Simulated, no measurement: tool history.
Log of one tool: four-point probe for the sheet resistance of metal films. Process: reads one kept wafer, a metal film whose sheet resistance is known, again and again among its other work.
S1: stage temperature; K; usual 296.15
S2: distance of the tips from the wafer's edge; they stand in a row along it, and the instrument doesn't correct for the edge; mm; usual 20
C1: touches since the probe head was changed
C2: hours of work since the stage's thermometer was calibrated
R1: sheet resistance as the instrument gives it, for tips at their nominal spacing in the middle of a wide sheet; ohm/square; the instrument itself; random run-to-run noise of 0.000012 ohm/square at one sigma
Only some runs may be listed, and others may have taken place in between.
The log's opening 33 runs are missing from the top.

Run 34, hour 928.6: usual settings but S1 295.15 K, S2 32 mm; C1 37086; C2 987. Result: R1 0.0587 ohm/square.
Run 35, hour 954: usual settings but S1 297.15 K, S2 15 mm; C1 37833; C2 999. Result: R1 0.058669 ohm/square.
Run 36, hour 972.9: usual settings but S1 306.15 K, S2 40 mm; C1 38388; C2 1008. Result: R1 0.058252 ohm/square.
Run 37, hour 1002: usual settings but S1 292.15 K, S2 26 mm; C1 39243; C2 1021. Result: R1 0.058867 ohm/square.
Run 38, hour 1037.8: usual settings but S1 301.15 K, S2 5 mm; C1 40293; C2 1038. Result: R1 0.058936 ohm/square.
Run 39, hour 1060.2: usual settings but S2 4 mm; C1 40952; C2 1048. Result: R1 0.059435 ohm/square.
Run 40, hour 1078.8: usual settings but S1 295.15 K, S2 39 mm; C1 41497; C2 1057. Result: R1 0.058722 ohm/square.
Run 41, hour 1099.3: usual settings but S1 293.15 K, S2 5 mm; C1 42099; C2 1066. Result: R1 0.059311 ohm/square.
Run 42, hour 1115.5: usual settings but S1 293.15 K, S2 5 mm; C1 42575; C2 1074. Result: R1 0.05931 ohm/square.

Predict each of these 3 candidate next runs independently; none follows another, all start after run 42:
Run A, hour 1151.6: usual settings but S1 299.15 K, S2 57 mm; C1 43636; C2 1091. Result: R1 ?.
Run B, hour 1151.6: usual settings but S1 293.15 K; C1 43636; C2 1091. Result: R1 ?.
Run C, hour 1151.6: usual settings but S1 300.15 K, S2 5 mm; C1 43636; C2 1091. Result: R1 ?.

run        R1
  A  0.058566
  B  0.058828
  C  0.058991
With no hidden state in the tool, these same runs would have given:
run        R1
  A  0.058396
  B  0.058658
  C   0.05882
